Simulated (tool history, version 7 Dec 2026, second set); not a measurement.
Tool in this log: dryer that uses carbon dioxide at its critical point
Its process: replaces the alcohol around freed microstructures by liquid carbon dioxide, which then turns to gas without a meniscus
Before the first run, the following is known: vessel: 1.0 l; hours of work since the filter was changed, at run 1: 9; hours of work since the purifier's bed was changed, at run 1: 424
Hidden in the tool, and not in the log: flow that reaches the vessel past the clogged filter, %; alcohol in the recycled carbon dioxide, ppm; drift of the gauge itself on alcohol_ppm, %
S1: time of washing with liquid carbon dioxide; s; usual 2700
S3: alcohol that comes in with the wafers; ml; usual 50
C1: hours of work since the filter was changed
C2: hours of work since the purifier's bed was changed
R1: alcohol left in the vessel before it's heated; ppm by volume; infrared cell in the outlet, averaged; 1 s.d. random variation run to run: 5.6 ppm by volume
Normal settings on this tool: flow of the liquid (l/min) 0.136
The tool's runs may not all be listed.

run 1 day=0 | S1=2700 flow_of_the_liquid_(l/min)=0.136 S3=50 | C1=9 C2=424 | R1=251
run 2 day=2.058 | S1=2700 flow_of_the_liquid_(l/min)=0.136 S3=50 | C1=39 C2=455 | R1=258
run 3 day=3.946 | S1=2700 flow_of_the_liquid_(l/min)=0.136 S3=50 | C1=67 C2=482 | R1=273
run 4 day=6.029 | S1=2700 flow_of_the_liquid_(l/min)=0.19 S3=50 | C1=97 C2=513 | R1=116
-- day=7.371 purifier's bed changed
run 5 day=7.542 | S1=2700 flow_of_the_liquid_(l/min)=0.19 S3=50 | C1=117 C2=2 | R1=31
run 6 day=9.517 | S1=2700 flow_of_the_liquid_(l/min)=0.19 S3=50 | C1=146 C2=31 | R1=35
run 7 day=11.504 | S1=2700 flow_of_the_liquid_(l/min)=0.19 S3=50 | C1=175 C2=60 | R1=52
run 8 day=12.604 | S1=2700 flow_of_the_liquid_(l/min)=0.136 S3=50 | C1=191 C2=76 | R1=235
run 9 day=14.392 | S1=2700 flow_of_the_liquid_(l/min)=0.136 S3=50 | C1=217 C2=103 | R1=265
run 10 day=16.321 | S1=2700 flow_of_the_liquid_(l/min)=0.136 S3=50 | C1=246 C2=131 | R1=270
run 11 day=18.567 | S1=2700 flow_of_the_liquid_(l/min)=0.136 S3=50 | C1=278 C2=164 | R1=305
run 12 day=20.975 | S1=2700 flow_of_the_liquid_(l/min)=0.136 S3=50 | C1=314 C2=199 | R1=314
-- day=21.212 inlet filter changed
run 13 day=22.121 | S1=2700 flow_of_the_liquid_(l/min)=0.094 S3=50 | C1=13 C2=215 | R1=1017
run 14 day=23.333 | S1=2700 flow_of_the_liquid_(l/min)=0.136 S3=50 | C1=31 C2=233 | R1=222
run 15 day=24.967 | S1=2700 flow_of_the_liquid_(l/min)=0.136 S3=50 | C1=55 C2=256 | R1=229
run 16 day=27.142 | S1=2700 flow_of_the_liquid_(l/min)=0.149 S3=50 | C1=87 C2=288 | R1=174
run 17 day=28.421 | S1=2700 flow_of_the_liquid_(l/min)=0.149 S3=50 | C1=105 C2=307 | R1=181
run 18 day=29.767 | S1=2700 flow_of_the_liquid_(l/min)=0.149 S3=50 | C1=125 C2=327 | R1=176
run 19 day=31.488 | S1=2700 flow_of_the_liquid_(l/min)=0.149 S3=50 | C1=150 C2=352 | R1=189
run 20 day=33.683 | S1=2700 flow_of_the_liquid_(l/min)=0.149 S3=50 | C1=182 C2=384 | R1=215
run 21 day=36.117 | S1=2700 flow_of_the_liquid_(l/min)=0.149 S3=50 | C1=218 C2=419 | R1=220
run 22 day=37.488 | S1=2700 flow_of_the_liquid_(l/min)=0.149 S3=50 | C1=238 C2=439 | R1=224
run 23 day=39.046 | S1=2700 flow_of_the_liquid_(l/min)=0.136 S3=50 | C1=261 C2=462 | R1=341
run 24 day=40.467 | S1=3180 flow_of_the_liquid_(l/min)=0.167 S3=43 | C1=281 C2=483 | R1=113
run 25 day=42.058 | S1=3180 flow_of_the_liquid_(l/min)=0.167 S3=43 | C1=305 C2=506 | R1=117
-- day=42.867 inlet filter changed
-- day=43.771 purifier's bed changed
run 26 day=43.883 | S1=3180 flow_of_the_liquid_(l/min)=0.167 S3=43 | C1=13 C2=2 | R1=13
run 27 day=45.567 | S1=1920 flow_of_the_liquid_(l/min)=0.185 S3=21 | C1=38 C2=26 | R1=96
run 28 day=46.992 | S1=1920 flow_of_the_liquid_(l/min)=0.185 S3=21 | C1=58 C2=47 | R1=100
run 29 day=48.433 | S1=1920 flow_of_the_liquid_(l/min)=0.201 S3=65 | C1=80 C2=68 | R1=208
run 30 day=49.838 | S1=2580 flow_of_the_liquid_(l/min)=0.096 S3=108 | C1=100 C2=89 | R1=2581
run 31 day=50.908 | S1=2580 flow_of_the_liquid_(l/min)=0.096 S3=108 | C1=116 C2=104 | R1=2601
run 32 day=52.7 | S1=3180 flow_of_the_liquid_(l/min)=0.167 S3=50 | C1=142 C2=130 | R1=42
run 33 day=54.467 | S1=2340 flow_of_the_liquid_(l/min)=0.136 S3=113 | C1=168 C2=156 | R1=1033
run 34 day=55.529 | S1=2340 flow_of_the_liquid_(l/min)=0.136 S3=113 | C1=183 C2=172 | R1=1066
run 35 day=57.704 | S1=2340 flow_of_the_liquid_(l/min)=0.136 S3=113 | C1=215 C2=204 | R1=1095
run 36 day=59.762 | S1=1680 flow_of_the_liquid_(l/min)=0.136 S3=30 | C1=245 C2=234 | R1=1162
run 37 day=62.158 | S1=1680 flow_of_the_liquid_(l/min)=0.136 S3=83 | C1=280 C2=269 | R1=3201
run 38 day=64.333 | S1=2160 flow_of_the_liquid_(l/min)=0.136 S3=26 | C1=312 C2=300 | R1=451
-- day=64.625 inlet filter changed
run 39 day=65.504 | S1=3600 flow_of_the_liquid_(l/min)=0.199 S3=26 | C1=13 C2=317 | R1=59
run 40 day=66.933 | S1=2580 flow_of_the_liquid_(l/min)=0.136 S3=96 | C1=34 C2=338 | R1=482
run 41 day=68.083 | S1=2580 flow_of_the_liquid_(l/min)=0.136 S3=96 | C1=51 C2=355 | R1=504
run 42 day=69.258 | S1=3780 flow_of_the_liquid_(l/min)=0.21 S3=112 | C1=68 C2=372 | R1=71
run 43 day=70.483 | S1=3780 flow_of_the_liquid_(l/min)=0.21 S3=112 | C1=86 C2=390 | R1=79
run 44 day=71.525 | S1=1740 flow_of_the_liquid_(l/min)=0.146 S3=112 | C1=101 C2=405 | R1=2526
run 45 day=72.529 | S1=1740 flow_of_the_liquid_(l/min)=0.146 S3=112 | C1=115 C2=420 | R1=2478
run 46 day=73.554 | S1=1740 flow_of_the_liquid_(l/min)=0.146 S3=98 | C1=130 C2=435 | R1=2242

3 options for the next run, each taken on its own from the tool as it stands now. Forecast them:
run A day=74.888 | S1=2280 flow_of_the_liquid_(l/min)=0.226 S3=118 | C1=150 C2=454 | R1=?
run B day=74.888 | S1=2100 flow_of_the_liquid_(l/min)=0.136 S3=51 | C1=150 C2=454 | R1=?
run C day=74.888 | S1=2640 flow_of_the_liquid_(l/min)=0.23 S3=53 | C1=150 C2=454 | R1=?

run=A R1=130
run=B R1=768
run=C R1=85
Without the tool's hidden state the same runs would have given:
run=A R1=37
run=B R1=569
run=C R1=3
